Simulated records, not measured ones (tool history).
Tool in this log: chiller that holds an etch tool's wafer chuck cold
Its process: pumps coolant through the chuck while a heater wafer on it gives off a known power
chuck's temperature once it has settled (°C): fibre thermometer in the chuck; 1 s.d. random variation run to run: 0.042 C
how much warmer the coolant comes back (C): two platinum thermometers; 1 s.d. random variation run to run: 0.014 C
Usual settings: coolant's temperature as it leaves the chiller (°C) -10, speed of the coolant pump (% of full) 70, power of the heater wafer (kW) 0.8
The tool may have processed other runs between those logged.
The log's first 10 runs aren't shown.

| run | hour | coolant's temperature as it leaves the chiller (°C) | speed of the coolant pump (% of full) | power of the heater wafer (kW) | chuck's temperature once it has settled (°C) | how much warmer the coolant comes back (C) |
|---|---|---|---|---|---|---|
| 11 | 734.5 | -10 | 70 | 0.72 | -3.12 | 2.57 |
| 12 | 779 | -10 | 70 | 0.72 | -3.07 | 2.56 |
|  | 864.3 | chiller's thermometer calibrated |
| 13 | 873.2 | -8 | 70 | 0.72 | -1.24 | 2.58 |
| 14 | 929.3 | -8 | 70 | 0.72 | -1.2 | 2.58 |
| 15 | 971.9 | -10 | 79 | 0.8 | -3.08 | 2.55 |
| 16 | 1029.5 | -10 | 78 | 0.8 | -3 | 2.57 |
|  | 1083.3 | chiller's thermometer calibrated, once more |
| 17 | 1088.5 | -12 | 80 | 0.8 | -4.47 | 2.53 |
| 18 | 1134.2 | -18 | 97 | 0.8 | -11.5 | 2.03 |
| 19 | 1232.1 | -14 | 68 | 0.747 | -6 | 2.81 |
| 20 | 1291.9 | -5 | 68 | 0.747 | 2.96 | 2.8 |
| 21 | 1361.1 | -15 | 70 | 0.776 | -6.91 | 2.82 |
| 22 | 1405 | -15 | 70 | 0.776 | -6.81 | 2.82 |
| 23 | 1466.5 | -15 | 70 | 0.776 | -6.84 | 2.83 |
|  | 1511.7 | coolant changed, channels flushed |
| 24 | 1552.2 | -17 | 98 | 0.674 | -11.98 | 1.73 |
| 25 | 1592.9 | -17 | 98 | 0.674 | -12.04 | 1.71 |
| 26 | 1637.8 | -8 | 70 | 0.688 | -1.27 | 2.54 |
|  | 1657.4 | coolant pump overhauled |
| 27 | 1708.8 | -8 | 70 | 0.688 | -1.76 | 2.26 |
| 28 | 1780.3 | -10 | 79 | 0.872 | -2.82 | 2.54 |
| 29 | 1819.8 | -10 | 79 | 0.872 | -2.8 | 2.53 |
| 30 | 1915.9 | -10 | 79 | 0.872 | -2.76 | 2.54 |
| 31 | 1995 | -9 | 87 | 0.872 | -2.32 | 2.31 |

Here are 5 independent what-if runs from the current tool condition. What would each one return?
| A | 2091.2 | -9 | 87 | 0.776 | ? | ? |
| B | 2091.2 | -9 | 99 | 0.872 | ? | ? |
| C | 2091.2 | -13 | 87 | 0.872 | ? | ? |
| D | 2091.2 | 0 | 87 | 0.999 | ? | ? |
| E | 2091.2 | -2 | 83 | 0.8 | ? | ? |

| run | chuck's temperature once it has settled (°C) | how much warmer the coolant comes back (C) |
|---|---|---|
| A | -2.94 | 2.05 |
| B | -2.91 | 2.04 |
| C | -6.33 | 2.34 |
| D | 7.73 | 2.64 |
| E | 4.41 | 2.23 |
Without the tool's hidden state the same runs would have given:
| run | chuck's temperature once it has settled (°C) | how much warmer the coolant comes back (C) |
|---|---|---|
| A | -2.86 | 2.03 |
| B | -2.83 | 2.02 |
| C | -6.27 | 2.31 |
| D | 7.77 | 2.62 |
| E | 4.48 | 2.2 |
